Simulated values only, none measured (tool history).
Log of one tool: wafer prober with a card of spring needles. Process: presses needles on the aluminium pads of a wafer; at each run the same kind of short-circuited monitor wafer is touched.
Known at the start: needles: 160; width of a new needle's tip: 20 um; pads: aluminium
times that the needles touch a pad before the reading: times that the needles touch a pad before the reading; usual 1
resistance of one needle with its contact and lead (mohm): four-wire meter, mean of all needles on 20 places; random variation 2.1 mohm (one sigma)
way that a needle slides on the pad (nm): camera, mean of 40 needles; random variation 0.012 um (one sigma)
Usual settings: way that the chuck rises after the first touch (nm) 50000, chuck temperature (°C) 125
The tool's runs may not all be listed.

run,day,way that the chuck rises after the first touch (nm),chuck temperature (°C),times that the needles touch a pad before the reading,resistance of one needle with its contact and lead (mohm),way that a needle slides on the pad (nm)
1,0.000,50000,125,1,514,7260
# day 0.158: tips cleaned on abrasive film
# day 0.408: height of the first contact set anew
# day 0.567: tips cleaned on abrasive film
# day 0.979: tips cleaned on abrasive film
2,1.012,50000,125,1,331,7430
# day 1.346: tips cleaned on abrasive film
# day 1.779: tips cleaned on abrasive film
# day 2.212: tips cleaned on abrasive film
3,2.404,40000,125,1,667,5910
# day 2.571: tips cleaned on abrasive film
# day 2.979: tips cleaned on abrasive film
4,3.138,40000,125,1,621,5850
# day 3.396: tips cleaned on abrasive film
# day 3.829: tips cleaned on abrasive film
5,3.925,32000,125,1,648,4650
# day 4.188: tips cleaned on abrasive film
# day 4.621: tips cleaned on abrasive film
# day 5.033: tips cleaned on abrasive film
6,5.304,32000,125,1,1110,4630
# day 5.396: tips cleaned on abrasive film
# day 5.829: tips cleaned on abrasive film
7,5.938,32000,125,1,830,4610
# day 6.200: tips cleaned on abrasive film
# day 6.608: tips cleaned on abrasive film
# day 6.871: tips cleaned on abrasive film, once more
# day 7.267: tips cleaned on abrasive film
8,7.371,54000,45,1,394,7820
# day 7.612: tips cleaned on abrasive film
# day 8.008: tips cleaned on abrasive film
# day 8.192: height of the first contact set anew
# day 8.371: tips cleaned on abrasive film
# day 8.783: tips cleaned on abrasive film
9,8.833,50000,125,1,373,7410
# day 9.158: tips cleaned on abrasive film
# day 9.567: tips cleaned on abrasive film
# day 9.988: tips cleaned on abrasive film
10,10.142,53000,43,2,359,7830
# day 10.404: tips cleaned on abrasive film
# day 10.829: tips cleaned on abrasive film
11,11.004,53000,43,2,359,7790

3 ways to go on from here, each from the tool as it stands after run 11. What would each give?
# day 11.246: tips cleaned on abrasive film
# day 11.646: tips cleaned on abrasive film
# day 12.058: tips cleaned on abrasive film
A,12.175,37000,32,1,?,?
# day 11.246: tips cleaned on abrasive film
# day 11.646: tips cleaned on abrasive film
# day 12.058: tips cleaned on abrasive film
B,12.175,53000,55,2,?,?
# day 11.246: tips cleaned on abrasive film
# day 11.646: tips cleaned on abrasive film
# day 12.058: tips cleaned on abrasive film
C,12.175,54000,52,2,?,?

run,resistance of one needle with its contact and lead (mohm),way that a needle slides on the pad (nm)
A,680,5400
B,347,7790
C,346,7910
Without the tool's hidden state the same runs would have given:
run,resistance of one needle with its contact and lead (mohm),way that a needle slides on the pad (nm)
A,217,5520
B,209,7900
C,211,8020
